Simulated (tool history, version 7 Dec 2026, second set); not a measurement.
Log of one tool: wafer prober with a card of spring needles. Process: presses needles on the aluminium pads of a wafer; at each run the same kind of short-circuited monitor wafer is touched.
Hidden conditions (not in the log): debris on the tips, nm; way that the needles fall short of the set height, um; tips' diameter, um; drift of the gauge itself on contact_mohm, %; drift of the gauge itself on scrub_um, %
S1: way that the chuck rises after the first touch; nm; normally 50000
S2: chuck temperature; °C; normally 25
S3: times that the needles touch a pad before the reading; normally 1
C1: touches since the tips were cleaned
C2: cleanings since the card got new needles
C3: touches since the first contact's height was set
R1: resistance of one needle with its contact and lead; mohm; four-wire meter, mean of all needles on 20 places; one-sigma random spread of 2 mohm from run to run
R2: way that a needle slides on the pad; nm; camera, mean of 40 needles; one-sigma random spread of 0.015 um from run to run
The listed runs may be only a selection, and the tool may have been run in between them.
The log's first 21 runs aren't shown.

run,hour,S1,S2,S3,C1,C2,C3,R1,R2
22,266.7,43000,56,1,6763,23,197685,398,7060
# hour 271.9: tips cleaned on abrasive film
23,285.9,43000,56,1,4210,24,203458,363,7040
24,295.1,32000,41,2,6993,24,206241,407,5180
# hour 299.3: tips cleaned on abrasive film
25,314.1,32000,41,2,4479,25,211974,386,5190
# hour 327.6: tips cleaned on abrasive film
26,327.6,50000,35,2,0,26,216032,225,8210
27,337.7,36000,69,1,3054,26,219086,388,5860
28,348.1,36000,69,1,6189,26,222221,447,5860
# hour 354.7: tips cleaned on abrasive film
29,363.2,36000,74,3,2553,27,226757,286,5870
# hour 381.8: tips cleaned on abrasive film
30,382.5,43000,74,1,217,28,232565,255,6990
31,396.9,43000,123,3,4582,28,236930,292,6990
32,407.3,43000,123,3,7715,28,240063,306,7010
# hour 409.1: tips cleaned on abrasive film
33,422.9,43000,123,3,4186,29,244768,292,6990

Run 34 is up next; what results do you expect?
# hour 430.9: height of the first contact set anew
34,433.9,50000,25,2,7415,29,908,?,?

Run 34 produced R1 303 mohm, R2 8450 nm.
Minus the tool's unlogged condition, the same run would have read R1 222 mohm, R2 8450 nm.

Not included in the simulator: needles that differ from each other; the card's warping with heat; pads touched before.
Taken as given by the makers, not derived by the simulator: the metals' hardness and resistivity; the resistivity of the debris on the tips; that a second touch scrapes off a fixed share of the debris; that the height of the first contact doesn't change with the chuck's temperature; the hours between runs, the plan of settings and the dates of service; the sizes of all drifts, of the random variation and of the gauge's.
